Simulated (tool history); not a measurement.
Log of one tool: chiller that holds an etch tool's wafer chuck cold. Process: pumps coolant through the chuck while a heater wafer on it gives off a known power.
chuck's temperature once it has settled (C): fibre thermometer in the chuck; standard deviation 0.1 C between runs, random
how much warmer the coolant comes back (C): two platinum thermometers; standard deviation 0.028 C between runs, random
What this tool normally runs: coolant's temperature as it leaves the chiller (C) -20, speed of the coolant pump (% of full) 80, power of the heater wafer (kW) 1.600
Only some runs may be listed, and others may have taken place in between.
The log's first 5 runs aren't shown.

| run | day | coolant's temperature as it leaves the chiller (C) | speed of the coolant pump (% of full) | power of the heater wafer (kW) | chuck's temperature once it has settled (C) | how much warmer the coolant comes back (C) |
|---|---|---|---|---|---|---|
| 6 | 6.312 | -20 | 83 | 1.600 | -9.0 | 5.02 |
| 7 | 7.888 | -20 | 83 | 1.600 | -9.1 | 5.02 |
| 8 | 8.612 | -20 | 83 | 1.600 | -9.2 | 5.07 |
| 9 | 9.888 | -20 | 83 | 1.600 | -9.1 | 5.01 |
| 10 | 10.950 | -30 | 83 | 1.600 | -19.2 | 5.05 |
| 11 | 12.242 | -20 | 80 | 2.156 | -4.7 | 7.11 |
| 12 | 13.692 | -20 | 80 | 1.600 | -8.7 | 5.27 |
| 13 | 14.392 | -20 | 80 | 1.600 | -8.8 | 5.24 |
| 14 | 15.667 | -20 | 80 | 1.600 | -8.7 | 5.30 |
| 15 | 16.367 | -20 | 80 | 1.600 | -8.5 | 5.28 |
| 16 | 17.133 | -20 | 80 | 1.600 | -8.6 | 5.26 |
| 17 | 18.588 | -20 | 80 | 1.600 | -8.6 | 5.30 |
| 18 | 19.617 | -11 | 80 | 1.317 | -1.8 | 4.40 |
| 19 | 21.017 | -21 | 93 | 1.600 | -11.4 | 4.45 |
| 20 | 22.271 | -21 | 93 | 1.600 | -11.4 | 4.45 |
| 21 | 22.975 | -21 | 94 | 1.600 | -11.7 | 4.37 |

What does the tool deliver on the next run?
| 22 | 24.238 | -30 | 93 | 1.012 | ? | ? |

{"run 22": {"chuck's temperature once it has settled (C)": -24.0, "how much warmer the coolant comes back (C)": 2.84}}
With no hidden state in the tool, this same run would have given chuck's temperature once it has settled (C) -24.3, how much warmer the coolant comes back (C) 2.80.
